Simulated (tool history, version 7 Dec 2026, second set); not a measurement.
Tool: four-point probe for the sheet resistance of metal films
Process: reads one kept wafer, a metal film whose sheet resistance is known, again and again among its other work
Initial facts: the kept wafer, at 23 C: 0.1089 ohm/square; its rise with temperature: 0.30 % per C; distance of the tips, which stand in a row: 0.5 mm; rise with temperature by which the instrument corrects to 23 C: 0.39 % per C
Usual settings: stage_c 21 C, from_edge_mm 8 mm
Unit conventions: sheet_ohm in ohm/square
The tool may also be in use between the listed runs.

{"run": 1, "day": 0.0, "stage_c": 21, "from_edge_mm": 8, "sheet_ohm": 0.109772}
{"run": 2, "day": 0.979, "stage_c": 21, "from_edge_mm": 8, "sheet_ohm": 0.109777}
{"run": 3, "day": 2.138, "stage_c": 20, "from_edge_mm": 8, "sheet_ohm": 0.109865}
{"run": 4, "day": 2.933, "stage_c": 21, "from_edge_mm": 8, "sheet_ohm": 0.10976}
{"run": 5, "day": 3.938, "stage_c": 21, "from_edge_mm": 8, "sheet_ohm": 0.109791}
{"run": 6, "day": 5.388, "stage_c": 21, "from_edge_mm": 8, "sheet_ohm": 0.109801}
{"run": 7, "day": 6.162, "stage_c": 19, "from_edge_mm": 8, "sheet_ohm": 0.110007}
{"run": 8, "day": 6.871, "stage_c": 19, "from_edge_mm": 8, "sheet_ohm": 0.110003}
{"run": 9, "day": 7.946, "stage_c": 19, "from_edge_mm": 8, "sheet_ohm": 0.109989}
{"run": 10, "day": 8.938, "stage_c": 21, "from_edge_mm": 8, "sheet_ohm": 0.109826}
{"run": 11, "day": 10.096, "stage_c": 29, "from_edge_mm": 8, "sheet_ohm": 0.109066}
{"run": 12, "day": 11.425, "stage_c": 25, "from_edge_mm": 8, "sheet_ohm": 0.109459}
{"run": 13, "day": 12.733, "stage_c": 25, "from_edge_mm": 8, "sheet_ohm": 0.109411}
{"run": 14, "day": 13.838, "stage_c": 25, "from_edge_mm": 9, "sheet_ohm": 0.109403}
{"run": 15, "day": 14.625, "stage_c": 21, "from_edge_mm": 8, "sheet_ohm": 0.109822}
{"run": 16, "day": 15.833, "stage_c": 21, "from_edge_mm": 8, "sheet_ohm": 0.109866}
{"run": 17, "day": 16.571, "stage_c": 21, "from_edge_mm": 8, "sheet_ohm": 0.10984}
{"run": 18, "day": 17.817, "stage_c": 22, "from_edge_mm": 8, "sheet_ohm": 0.109777}
{"run": 19, "day": 19.192, "stage_c": 22, "from_edge_mm": 8, "sheet_ohm": 0.109788}
{"run": 20, "day": 20.225, "stage_c": 22, "from_edge_mm": 8, "sheet_ohm": 0.109804}
{"run": 21, "day": 21.838, "stage_c": 22, "from_edge_mm": 8, "sheet_ohm": 0.109818}
{"run": 22, "day": 23.5, "stage_c": 22, "from_edge_mm": 8, "sheet_ohm": 0.109824}
{"run": 23, "day": 25.125, "stage_c": 21, "from_edge_mm": 4, "sheet_ohm": 0.110607}
{"run": 24, "day": 25.933, "stage_c": 30, "from_edge_mm": 8, "sheet_ohm": 0.10904}
{"run": 25, "day": 27.575, "stage_c": 30, "from_edge_mm": 8, "sheet_ohm": 0.109074}
{"run": 26, "day": 28.533, "stage_c": 30, "from_edge_mm": 28, "sheet_ohm": 0.108882}
{"run": 27, "day": 29.254, "stage_c": 22, "from_edge_mm": 8, "sheet_ohm": 0.10985}
{"run": 28, "day": 30.192, "stage_c": 19, "from_edge_mm": 5, "sheet_ohm": 0.1105}
{"run": 29, "day": 31.288, "stage_c": 28, "from_edge_mm": 11, "sheet_ohm": 0.109159}
{"run": 30, "day": 32.904, "stage_c": 20, "from_edge_mm": 9, "sheet_ohm": 0.110021}
{"run": 31, "day": 34.154, "stage_c": 30, "from_edge_mm": 5, "sheet_ohm": 0.10944}
{"run": 32, "day": 35.338, "stage_c": 30, "from_edge_mm": 5, "sheet_ohm": 0.109475}
{"run": 33, "day": 36.579, "stage_c": 26, "from_edge_mm": 3, "sheet_ohm": 0.110872}
{"run": 34, "day": 37.992, "stage_c": 33, "from_edge_mm": 3, "sheet_ohm": 0.110202}
{"run": 35, "day": 39.171, "stage_c": 25, "from_edge_mm": 13, "sheet_ohm": 0.109461}
{"run": 36, "day": 40.258, "stage_c": 22, "from_edge_mm": 39, "sheet_ohm": 0.109704}
{"run": 37, "day": 41.112, "stage_c": 29, "from_edge_mm": 3, "sheet_ohm": 0.110623}
{"day": 42.008, "done": "stage's thermometer calibrated"}
{"run": 38, "day": 42.021, "stage_c": 32, "from_edge_mm": 65, "sheet_ohm": 0.108765}
{"run": 39, "day": 43.646, "stage_c": 29, "from_edge_mm": 14, "sheet_ohm": 0.109203}
{"run": 40, "day": 45.138, "stage_c": 35, "from_edge_mm": 17, "sheet_ohm": 0.108619}
{"run": 41, "day": 46.283, "stage_c": 25, "from_edge_mm": 5, "sheet_ohm": 0.110108}
{"run": 42, "day": 47.112, "stage_c": 30, "from_edge_mm": 3, "sheet_ohm": 0.110643}
{"run": 43, "day": 48.317, "stage_c": 28, "from_edge_mm": 27, "sheet_ohm": 0.109223}
{"run": 44, "day": 49.375, "stage_c": 18, "from_edge_mm": 18, "sheet_ohm": 0.110256}
{"run": 45, "day": 50.392, "stage_c": 32, "from_edge_mm": 61, "sheet_ohm": 0.108866}
{"run": 46, "day": 51.758, "stage_c": 18, "from_edge_mm": 61, "sheet_ohm": 0.110222}

Here are 3 independent what-if runs from the current tool condition. What would each one return?
{"run": "A", "day": 52.842, "stage_c": 21, "from_edge_mm": 26, "sheet_ohm": "?"}
{"run": "B", "day": 52.842, "stage_c": 22, "from_edge_mm": 55, "sheet_ohm": "?"}
{"run": "C", "day": 52.842, "stage_c": 35, "from_edge_mm": 65, "sheet_ohm": "?"}

run=A sheet_ohm=0.109943
run=B sheet_ohm=0.109849
run=C sheet_ohm=0.108603
Without the tool's unlogged condition, the same runs would have read:
run=A sheet_ohm=0.109111
run=B sheet_ohm=0.109017
run=C sheet_ohm=0.107781

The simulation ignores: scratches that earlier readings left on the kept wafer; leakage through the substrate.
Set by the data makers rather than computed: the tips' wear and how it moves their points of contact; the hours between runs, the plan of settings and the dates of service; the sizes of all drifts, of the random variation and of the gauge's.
